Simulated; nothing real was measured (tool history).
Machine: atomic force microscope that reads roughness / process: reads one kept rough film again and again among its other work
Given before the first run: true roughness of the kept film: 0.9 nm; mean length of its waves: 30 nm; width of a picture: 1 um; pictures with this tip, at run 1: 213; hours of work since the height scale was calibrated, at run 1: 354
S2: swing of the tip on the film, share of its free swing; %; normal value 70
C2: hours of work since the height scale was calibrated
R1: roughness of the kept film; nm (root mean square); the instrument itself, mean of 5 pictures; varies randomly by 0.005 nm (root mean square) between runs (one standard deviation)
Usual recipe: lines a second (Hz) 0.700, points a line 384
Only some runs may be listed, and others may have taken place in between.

run 1 hour=0.0 | lines_a_second_(Hz)=0.700 S2=70 points_a_line=384 | pictures_with_this_tip=213 C2=354 | R1=0.836
run 2 hour=10.7 | lines_a_second_(Hz)=0.700 S2=70 points_a_line=384 | pictures_with_this_tip=236 C2=361 | R1=0.838
run 3 hour=19.2 | lines_a_second_(Hz)=0.700 S2=71 points_a_line=384 | pictures_with_this_tip=255 C2=366 | R1=0.829
-- hour=32.5 new tip fitted
run 4 hour=34.2 | lines_a_second_(Hz)=1.426 S2=70 points_a_line=384 | pictures_with_this_tip=4 C2=376 | R1=0.807
run 5 hour=41.5 | lines_a_second_(Hz)=1.426 S2=70 points_a_line=384 | pictures_with_this_tip=20 C2=381 | R1=0.802
run 6 hour=54.1 | lines_a_second_(Hz)=0.700 S2=87 points_a_line=384 | pictures_with_this_tip=47 C2=389 | R1=0.794
run 7 hour=63.8 | lines_a_second_(Hz)=0.700 S2=70 points_a_line=384 | pictures_with_this_tip=69 C2=396 | R1=0.832
run 8 hour=72.0 | lines_a_second_(Hz)=0.700 S2=62 points_a_line=384 | pictures_with_this_tip=87 C2=401 | R1=0.838
run 9 hour=86.3 | lines_a_second_(Hz)=0.700 S2=62 points_a_line=384 | pictures_with_this_tip=118 C2=411 | R1=0.853
run 10 hour=96.6 | lines_a_second_(Hz)=2.303 S2=77 points_a_line=384 | pictures_with_this_tip=141 C2=417 | R1=0.737
run 11 hour=104.7 | lines_a_second_(Hz)=0.879 S2=73 points_a_line=384 | pictures_with_this_tip=159 C2=423 | R1=0.817
run 12 hour=115.7 | lines_a_second_(Hz)=0.910 S2=65 points_a_line=384 | pictures_with_this_tip=183 C2=430 | R1=0.831
run 13 hour=129.7 | lines_a_second_(Hz)=0.910 S2=65 points_a_line=384 | pictures_with_this_tip=214 C2=439 | R1=0.848
run 14 hour=143.8 | lines_a_second_(Hz)=0.910 S2=70 points_a_line=384 | pictures_with_this_tip=245 C2=449 | R1=0.825
run 15 hour=154.3 | lines_a_second_(Hz)=3.368 S2=64 points_a_line=291 | pictures_with_this_tip=268 C2=456 | R1=0.760
-- hour=161.9 new tip fitted
run 16 hour=164.7 | lines_a_second_(Hz)=0.826 S2=58 points_a_line=270 | pictures_with_this_tip=6 C2=462 | R1=0.850
run 17 hour=172.7 | lines_a_second_(Hz)=1.434 S2=69 points_a_line=425 | pictures_with_this_tip=24 C2=467 | R1=0.809

Hidden state at the last listed run before each entry between runs and at the first one after, where it differs:
Logged between run 3 and run 4: new tip fitted (hour 32.5)
  radius of the tip, nm: 7.8 -> 7
Logged between run 15 and run 16: new tip fitted (hour 161.9)
  radius of the tip, nm: 7.8 -> 7
